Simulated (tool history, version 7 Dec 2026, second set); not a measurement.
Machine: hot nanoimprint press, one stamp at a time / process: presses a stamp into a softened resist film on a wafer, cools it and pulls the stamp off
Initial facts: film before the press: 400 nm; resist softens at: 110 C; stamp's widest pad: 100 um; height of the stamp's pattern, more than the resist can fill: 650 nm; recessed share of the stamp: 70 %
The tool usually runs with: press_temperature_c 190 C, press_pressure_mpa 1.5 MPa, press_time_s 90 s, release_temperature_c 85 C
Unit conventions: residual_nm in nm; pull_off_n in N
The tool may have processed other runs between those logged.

run,day,press_temperature_c,press_pressure_mpa,press_time_s,release_temperature_c,residual_nm,pull_off_n
1,0,190,1.5,90,85,237,110
2,0.571,190,1.5,90,85,237.5,111
3,1.212,190,1.5,90,83,236.5,115
4,2.483,190,1.5,90,83,240.5,110
5,3.179,190,1.5,90,83,239.8,114
6,3.846,190,1.5,90,83,240.1,117
7,5.488,190,1.5,90,85,234.7,114
8,6.658,190,1.5,90,85,235.3,123
9,7.896,190,1.5,90,85,234.8,125
10,8.625,190,1.5,90,85,234.5,125
11,9.796,190,1.5,90,85,233.9,125
12,10.933,190,1.5,90,85,234.1,129
13,11.575,190,1.5,90,80,234.1,139
14,12.704,190,1.5,90,80,233.6,131
15,13.958,190,1.5,90,85,233.3,94
16,14.758,190,0.95,90,85,275.1,95
17,15.896,183,0.95,90,85,314.3,96
18,16.608,199,1.32,115,88,177.7,93
19,17.883,199,1.32,115,88,177.3,95
20,19.242,190,1.05,90,85,264.2,96
21,20.133,190,1.5,90,77,232.3,106
22,21.038,190,1.46,90,85,234.3,104
23,22.225,190,1.46,49,73,278.1,113
24,23.092,190,1.46,49,73,277.6,111
25,23.904,187,1.46,49,72,302.4,112
26,25,178,1.53,53,84,342,110
27,25.688,178,1.53,53,84,341.6,114
28,26.879,198,1.12,88,92,221.2,105
29,28.046,185,1.12,101,80,286.7,121

The log once held 4 entries between its listed runs, left out of this copy. Where does each go, and what is different about the tool's unlogged condition between the listed run before it and the listed run after it?
Logged between run 3 and run 4: plate thermocouple calibrated (day 1.95)
  true temperature over the reading, C: 0.83 -> 0.3; pressure that arrives at the usual setting, %: 95.8 -> 95.68; grip of the stamp's worn release coat, % over a new coat's: 22.7 -> 25
  difference, measured minus the result without the unlogged condition, residual_nm: -1.1 -> +2.2 nm; pull_off_n: +21 -> +22 N
Logged between run 6 and run 7: press's hydraulic seals changed and the load cell set to zero (day 5.308)
  true temperature over the reading, C: 0.37 -> 0.43; pressure that arrives at the usual setting, %: 95.53 -> 99.78; grip of the stamp's worn release coat, % over a new coat's: 27.8 -> 30.4
  difference, measured minus the result without the unlogged condition, residual_nm: +1.9 -> -2.5 nm; pull_off_n: +25 -> +27 N
Logged between run 14 and run 15: stamp cleaned and given a new release coat (day 13.242)
  true temperature over the reading, C: 0.82 -> 0.88; pressure that arrives at the usual setting, %: 98.99 -> 98.89; grip of the stamp's worn release coat, % over a new coat's: 45.5 -> 1.3
  difference, measured minus the result without the unlogged condition, residual_nm: -4.1 -> -4.3 nm; pull_off_n: +40 -> +0 N
Logged between run 24 and run 25: plate thermocouple calibrated (day 23.292)
  true temperature over the reading, C: 1.36 -> 0.01; pressure that arrives at the usual setting, %: 97.91 -> 97.83; grip of the stamp's worn release coat, % over a new coat's: 18.7 -> 20.1
  difference, measured minus the result without the unlogged condition, residual_nm: -6 -> +1.7 nm; pull_off_n: +16 -> +19 N
